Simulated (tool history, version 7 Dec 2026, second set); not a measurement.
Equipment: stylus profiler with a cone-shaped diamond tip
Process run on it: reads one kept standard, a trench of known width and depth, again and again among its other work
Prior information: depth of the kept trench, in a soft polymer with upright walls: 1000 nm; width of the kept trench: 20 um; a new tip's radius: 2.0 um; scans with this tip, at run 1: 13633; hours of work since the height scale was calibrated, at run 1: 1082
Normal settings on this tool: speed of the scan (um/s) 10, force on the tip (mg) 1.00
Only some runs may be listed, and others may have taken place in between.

run	hour	speed of the scan (um/s)	force on the tip (mg)	scans with this tip	hours of work since the height scale was calibrated	depth of the trench (nm)	width of the trench's floor (µm)
1	0.0	10	1.00	13633	1082	1008.55	16.48
2	10.3	7	1.00	13721	1089	1008.72	16.54
3	23.5	7	1.00	13833	1098	1008.70	16.43
4	33.0	7	1.00	13914	1105	1008.63	16.49
5	44.8	15	1.00	14013	1113	1008.46	16.48
# hour 51.3: new tip fitted, height scale calibrated
6	57.4	10	1.00	52	4	1008.36	16.43
7	70.5	10	1.00	164	13	1008.28	16.46
8	82.0	10	1.00	261	21	1008.92	16.40
9	97.7	3	1.00	394	31	1008.59	16.54
10	110.5	3	2.45	503	40	1015.75	16.50
11	121.1	10	1.00	593	47	1009.01	16.50
12	131.7	10	1.00	683	54	1008.27	16.47
13	139.0	10	0.35	745	59	1004.26	16.43
14	154.6	10	0.35	878	70	1004.37	16.42
15	169.6	10	0.35	1005	80	1004.17	16.48
16	183.7	31	2.53	1125	89	1016.01	16.42
17	197.5	4	0.35	1242	99	1004.49	16.45
18	212.8	4	1.66	1372	109	1011.98	16.46
19	223.1	27	0.55	1459	116	1005.54	16.31
20	234.2	6	2.19	1554	123	1014.50	16.52
21	246.6	4	2.57	1659	132	1016.20	16.50
22	262.4	4	2.57	1793	142	1016.08	16.48
23	271.4	17	1.19	1870	148	1010.22	16.48
24	283.4	21	0.44	1971	156	1004.72	16.35
25	291.7	22	1.47	2042	162	1011.05	16.47
26	298.6	22	1.47	2101	167	1011.21	16.47
27	307.6	2	1.03	2176	173	1008.84	16.48
28	315.7	2	1.03	2245	178	1009.02	16.56
29	325.8	2	1.03	2331	185	1008.52	16.54

Consider 5 possible next runs. They are alternatives, not a sequence: every one starts from the tool as it was left by run 29. What does each give?
A	339.0	2	1.12	2443	194	?	?
B	339.0	3	0.85	2443	194	?	?
C	339.0	4	0.60	2443	194	?	?
D	339.0	6	2.30	2443	194	?	?
E	339.0	4	0.93	2443	194	?	?

run	depth of the trench (nm)	width of the trench's floor (µm)
A	1008.90	16.55
B	1007.54	16.52
C	1006.31	16.51
D	1015.06	16.52
E	1007.94	16.47
Take away the tool's hidden state, keep each run's random variation, and the runs would have read:
run	depth of the trench (nm)	width of the trench's floor (µm)
A	1008.90	16.55
B	1007.54	16.52
C	1006.31	16.52
D	1015.06	16.52
E	1007.94	16.47
